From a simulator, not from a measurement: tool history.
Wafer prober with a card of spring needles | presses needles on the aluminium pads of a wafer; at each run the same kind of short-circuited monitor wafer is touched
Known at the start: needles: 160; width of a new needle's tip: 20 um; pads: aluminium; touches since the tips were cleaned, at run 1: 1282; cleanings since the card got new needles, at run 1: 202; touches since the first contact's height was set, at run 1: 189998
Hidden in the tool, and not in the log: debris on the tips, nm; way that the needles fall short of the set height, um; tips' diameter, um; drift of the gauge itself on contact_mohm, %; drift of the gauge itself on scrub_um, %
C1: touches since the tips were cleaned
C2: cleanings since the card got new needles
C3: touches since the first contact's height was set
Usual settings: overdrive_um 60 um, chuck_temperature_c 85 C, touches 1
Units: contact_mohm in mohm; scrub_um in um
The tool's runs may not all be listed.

run 1 hour=0.0 | overdrive_um=60 chuck_temperature_c=85 touches=1 | C1=1282 C2=202 C3=189998 | contact_mohm=268 scrub_um=12.78
-- hour=9.8 tips cleaned on abrasive film
-- hour=19.7 height of the first contact set anew
-- hour=26.3 tips cleaned on abrasive film
-- hour=42.5 tips cleaned on abrasive film
run 2 hour=53.9 | overdrive_um=80 chuck_temperature_c=85 touches=1 | C1=3631 C2=205 C3=10772 | contact_mohm=263 scrub_um=17.02
-- hour=57.3 tips cleaned on abrasive film
-- hour=73.5 tips cleaned on abrasive film
-- hour=89.7 tips cleaned on abrasive film
-- hour=105.9 tips cleaned on abrasive film
-- hour=122.1 tips cleaned on abrasive film
-- hour=138.3 tips cleaned on abrasive film
run 3 hour=140.9 | overdrive_um=80 chuck_temperature_c=85 touches=1 | C1=847 C2=211 C3=38140 | contact_mohm=259 scrub_um=17.04
-- hour=153.9 tips cleaned on abrasive film
-- hour=170.1 tips cleaned on abrasive film
run 4 hour=181.4 | overdrive_um=80 chuck_temperature_c=85 touches=1 | C1=3565 C2=213 C3=50885 | contact_mohm=263 scrub_um=17.00
-- hour=184.7 tips cleaned on abrasive film
-- hour=200.9 tips cleaned on abrasive film
-- hour=217.1 tips cleaned on abrasive film
run 5 hour=219.6 | overdrive_um=60 chuck_temperature_c=85 touches=1 | C1=793 C2=216 C3=62898 | contact_mohm=265 scrub_um=12.64
-- hour=232.6 tips cleaned on abrasive film
-- hour=245.6 tips cleaned on abrasive film
-- hour=261.8 tips cleaned on abrasive film
run 6 hour=270.1 | overdrive_um=60 chuck_temperature_c=85 touches=1 | C1=2636 C2=219 C3=78795 | contact_mohm=268 scrub_um=12.64
-- hour=276.7 tips cleaned on abrasive film
-- hour=292.9 tips cleaned on abrasive film
-- hour=309.1 tips cleaned on abrasive film
-- hour=325.3 tips cleaned on abrasive film
run 7 hour=328.7 | overdrive_um=60 chuck_temperature_c=85 touches=1 | C1=1075 C2=223 C3=97212 | contact_mohm=263 scrub_um=12.80
-- hour=338.4 tips cleaned on abrasive film
-- hour=351.4 tips cleaned on abrasive film
-- hour=367.6 tips cleaned on abrasive film
-- hour=380.6 tips cleaned on abrasive film
run 8 hour=392.1 | overdrive_um=60 chuck_temperature_c=85 touches=1 | C1=3654 C2=227 C3=117177 | contact_mohm=267 scrub_um=12.71

Forecast run 9:
-- hour=395.4 tips cleaned on abrasive film
-- hour=411.6 tips cleaned on abrasive film
-- hour=427.8 tips cleaned on abrasive film
-- hour=444.0 tips cleaned on abrasive film
run 9 hour=447.2 | overdrive_um=57 chuck_temperature_c=85 touches=1 | C1=1012 C2=231 C3=134510 | contact_mohm=? scrub_um=?

Run 9 gave contact_mohm 267 mohm, scrub_um 11.97 um.
Without the tool's hidden state the same run would have given contact_mohm 267 mohm, scrub_um 11.97 um.
